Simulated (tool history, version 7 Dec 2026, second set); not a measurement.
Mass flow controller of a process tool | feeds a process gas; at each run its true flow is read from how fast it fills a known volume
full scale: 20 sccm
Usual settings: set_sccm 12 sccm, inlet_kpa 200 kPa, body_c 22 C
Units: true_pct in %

| run | day | set_sccm | inlet_kpa | body_c | true_pct |
|---|---|---|---|---|---|
| 1 | 0.000 | 12 | 200 | 22 | 97.68 |
| 2 | 7.808 | 12 | 200 | 22 | 97.53 |
| 3 | 17.742 | 12 | 203 | 22 | 97.46 |
| 4 | 28.821 | 12 | 203 | 22 | 97.41 |
| 5 | 35.275 | 12 | 200 | 22 | 97.30 |
| 6 | 47.888 | 12 | 239 | 22 | 97.31 |
| 7 | 60.388 | 3 | 200 | 22 | 98.80 |
| 8 | 74.108 | 12 | 200 | 22 | 96.95 |
| 9 | 84.583 | 12 | 204 | 22 | 96.91 |
| 10 | 100.262 | 12 | 147 | 22 | 96.58 |
| 11 | 112.042 | 12 | 170 | 22 | 96.58 |
| 12 | 126.262 | 12 | 200 | 23 | 96.52 |
|  | 130.775 | controller's zero set anew |
| 13 | 135.933 | 12 | 200 | 23 | 95.46 |
| 14 | 144.508 | 12 | 200 | 23 | 95.51 |
|  | 145.842 | controller exchanged for a calibrated one |
| 15 | 151.162 | 12 | 200 | 23 | 99.10 |
| 16 | 158.796 | 12 | 200 | 23 | 99.12 |
| 17 | 170.150 | 12 | 196 | 22 | 98.95 |
| 18 | 183.962 | 8 | 196 | 22 | 98.57 |
| 19 | 196.062 | 8 | 196 | 22 | 98.55 |
| 20 | 204.500 | 8 | 196 | 22 | 98.37 |
| 21 | 216.458 | 8 | 196 | 26 | 98.51 |
| 22 | 223.521 | 19 | 200 | 22 | 98.97 |
| 23 | 234.158 | 12 | 200 | 22 | 98.41 |

Forecast run 24:
| 24 | 247.296 | 7 | 224 | 33 | ? |

Run 24 gave true_pct 98.68 %.
Without the tool's hidden state the same run would have given true_pct 99.33 %.

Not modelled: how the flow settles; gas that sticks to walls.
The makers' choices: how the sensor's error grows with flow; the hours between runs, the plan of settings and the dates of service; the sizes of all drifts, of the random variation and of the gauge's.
